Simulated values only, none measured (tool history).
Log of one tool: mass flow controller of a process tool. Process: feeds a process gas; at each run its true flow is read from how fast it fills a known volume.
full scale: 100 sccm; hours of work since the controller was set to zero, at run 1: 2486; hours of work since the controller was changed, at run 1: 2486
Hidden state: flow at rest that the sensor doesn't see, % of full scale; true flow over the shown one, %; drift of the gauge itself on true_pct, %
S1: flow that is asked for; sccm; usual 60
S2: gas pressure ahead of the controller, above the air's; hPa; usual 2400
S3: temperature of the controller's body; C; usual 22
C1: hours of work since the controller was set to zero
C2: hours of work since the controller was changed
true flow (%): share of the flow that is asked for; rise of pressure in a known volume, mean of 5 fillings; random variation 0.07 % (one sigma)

{"run": 1, "hour": 0.0, "S1": 60, "S2": 2400, "S3": 22, "C1": 2486, "C2": 2486, "true flow (%)": 98.14}
{"run": 2, "hour": 256.5, "S1": 60, "S2": 2400, "S3": 22, "C1": 2579, "C2": 2579, "true flow (%)": 98.23}
{"run": 3, "hour": 596.4, "S1": 60, "S2": 2400, "S3": 22, "C1": 2703, "C2": 2703, "true flow (%)": 97.91}
{"run": 4, "hour": 848.7, "S1": 60, "S2": 1880, "S3": 22, "C1": 2794, "C2": 2794, "true flow (%)": 98.2}
{"run": 5, "hour": 1383.3, "S1": 41, "S2": 2400, "S3": 22, "C1": 2989, "C2": 2989, "true flow (%)": 98.13}
{"run": 6, "hour": 1626.1, "S1": 41, "S2": 2400, "S3": 22, "C1": 3077, "C2": 3077, "true flow (%)": 98.1}
{"run": 7, "hour": 2047.3, "S1": 30, "S2": 2400, "S3": 22, "C1": 3230, "C2": 3230, "true flow (%)": 98.45}
{"run": 8, "hour": 2483.8, "S1": 30, "S2": 2400, "S3": 22, "C1": 3388, "C2": 3388, "true flow (%)": 98.38}
{"run": 9, "hour": 3027.2, "S1": 27, "S2": 2400, "S3": 22, "C1": 3585, "C2": 3585, "true flow (%)": 98.66}
{"run": 10, "hour": 3578.2, "S1": 60, "S2": 2470, "S3": 22, "C1": 3786, "C2": 3786, "true flow (%)": 97.47}
{"run": 11, "hour": 3949.2, "S1": 60, "S2": 2470, "S3": 22, "C1": 3920, "C2": 3920, "true flow (%)": 97.55}
{"run": 12, "hour": 4330.0, "S1": 60, "S2": 2470, "S3": 22, "C1": 4059, "C2": 4059, "true flow (%)": 97.32}
{"run": 13, "hour": 4877.1, "S1": 60, "S2": 1970, "S3": 22, "C1": 4257, "C2": 4257, "true flow (%)": 97.67}
{"run": 14, "hour": 5204.9, "S1": 60, "S2": 1970, "S3": 22, "C1": 4376, "C2": 4376, "true flow (%)": 97.61}
{"run": 15, "hour": 5626.1, "S1": 60, "S2": 1970, "S3": 22, "C1": 4529, "C2": 4529, "true flow (%)": 97.55}
{"run": 16, "hour": 6171.8, "S1": 94, "S2": 1970, "S3": 22, "C1": 4727, "C2": 4727, "true flow (%)": 97.4}
{"run": 17, "hour": 6554.7, "S1": 60, "S2": 2400, "S3": 22, "C1": 4866, "C2": 4866, "true flow (%)": 97.1}
{"run": 18, "hour": 6854.5, "S1": 60, "S2": 2400, "S3": 22, "C1": 4975, "C2": 4975, "true flow (%)": 97.1}
{"hour": 7035.9, "done": "controller's zero set anew"}
{"run": 19, "hour": 7332.2, "S1": 60, "S2": 1980, "S3": 22, "C1": 108, "C2": 5149, "true flow (%)": 95.34}
{"run": 20, "hour": 7862.8, "S1": 60, "S2": 2400, "S3": 22, "C1": 300, "C2": 5341, "true flow (%)": 95.08}
{"run": 21, "hour": 8346.3, "S1": 60, "S2": 2400, "S3": 22, "C1": 476, "C2": 5517, "true flow (%)": 94.92}
{"hour": 8482.4, "done": "controller exchanged for a calibrated one"}
{"run": 22, "hour": 8740.5, "S1": 60, "S2": 2400, "S3": 34, "C1": 94, "C2": 94, "true flow (%)": 99.47}
{"run": 23, "hour": 9078.6, "S1": 60, "S2": 2400, "S3": 34, "C1": 216, "C2": 216, "true flow (%)": 99.52}
{"run": 24, "hour": 9581.5, "S1": 60, "S2": 2400, "S3": 26, "C1": 399, "C2": 399, "true flow (%)": 98.88}
{"run": 25, "hour": 10118.3, "S1": 94, "S2": 2280, "S3": 30, "C1": 594, "C2": 594, "true flow (%)": 99.76}
{"run": 26, "hour": 10450.3, "S1": 60, "S2": 2400, "S3": 20, "C1": 715, "C2": 715, "true flow (%)": 98.4}
{"run": 27, "hour": 10986.6, "S1": 60, "S2": 1930, "S3": 33, "C1": 909, "C2": 909, "true flow (%)": 99.32}
{"run": 28, "hour": 11252.6, "S1": 60, "S2": 1930, "S3": 33, "C1": 1006, "C2": 1006, "true flow (%)": 99.29}
{"run": 29, "hour": 11789.0, "S1": 60, "S2": 2400, "S3": 31, "C1": 1201, "C2": 1201, "true flow (%)": 98.84}
{"run": 30, "hour": 12128.0, "S1": 18, "S2": 2120, "S3": 32, "C1": 1324, "C2": 1324, "true flow (%)": 99.16}
{"run": 31, "hour": 12645.4, "S1": 18, "S2": 2120, "S3": 32, "C1": 1512, "C2": 1512, "true flow (%)": 99.39}
{"run": 32, "hour": 13062.6, "S1": 18, "S2": 2460, "S3": 37, "C1": 1663, "C2": 1663, "true flow (%)": 99.52}
{"run": 33, "hour": 13353.8, "S1": 18, "S2": 2460, "S3": 37, "C1": 1769, "C2": 1769, "true flow (%)": 99.62}
{"run": 34, "hour": 13621.5, "S1": 18, "S2": 2460, "S3": 37, "C1": 1866, "C2": 1866, "true flow (%)": 99.48}
{"run": 35, "hour": 14179.1, "S1": 18, "S2": 2460, "S3": 37, "C1": 2069, "C2": 2069, "true flow (%)": 99.71}
{"run": 36, "hour": 14591.6, "S1": 18, "S2": 2460, "S3": 37, "C1": 2218, "C2": 2218, "true flow (%)": 99.76}
{"run": 37, "hour": 14920.0, "S1": 18, "S2": 2060, "S3": 40, "C1": 2338, "C2": 2338, "true flow (%)": 100.33}
{"run": 38, "hour": 15242.1, "S1": 13, "S2": 1900, "S3": 20, "C1": 2455, "C2": 2455, "true flow (%)": 100.3}
{"run": 39, "hour": 15596.2, "S1": 60, "S2": 1980, "S3": 35, "C1": 2583, "C2": 2583, "true flow (%)": 98.77}
{"run": 40, "hour": 16050.3, "S1": 60, "S2": 1980, "S3": 25, "C1": 2748, "C2": 2748, "true flow (%)": 98.07}
{"run": 41, "hour": 16524.7, "S1": 60, "S2": 1980, "S3": 25, "C1": 2920, "C2": 2920, "true flow (%)": 98.06}
{"run": 42, "hour": 17001.3, "S1": 60, "S2": 2770, "S3": 25, "C1": 3093, "C2": 3093, "true flow (%)": 97.4}
{"run": 43, "hour": 17485.3, "S1": 60, "S2": 2770, "S3": 25, "C1": 3269, "C2": 3269, "true flow (%)": 97.12}
{"run": 44, "hour": 18030.2, "S1": 18, "S2": 2510, "S3": 29, "C1": 3467, "C2": 3467, "true flow (%)": 99.69}
{"run": 45, "hour": 18519.0, "S1": 60, "S2": 1790, "S3": 27, "C1": 3645, "C2": 3645, "true flow (%)": 97.93}
{"run": 46, "hour": 18829.2, "S1": 60, "S2": 1790, "S3": 27, "C1": 3757, "C2": 3757, "true flow (%)": 97.86}

Hidden state at the last listed run before each entry between runs and at the first one after, where it differs:
Between runs 18 and 19: controller's zero set anew (hour 7035.9)
  flow at rest that the sensor doesn't see, % of full scale: 1.126 -> 0.032; true flow over the shown one, %: -3.63 -> -3.77
  measured less the result without the state, true flow (%): -1.75 -> -3.72
Between runs 21 and 22: controller exchanged for a calibrated one (hour 8482.4)
  flow at rest that the sensor doesn't see, % of full scale: 0.111 -> 0.024; true flow over the shown one, %: -4.09 -> 0.02
  measured less the result without the state, true flow (%): -3.91 -> +0.06

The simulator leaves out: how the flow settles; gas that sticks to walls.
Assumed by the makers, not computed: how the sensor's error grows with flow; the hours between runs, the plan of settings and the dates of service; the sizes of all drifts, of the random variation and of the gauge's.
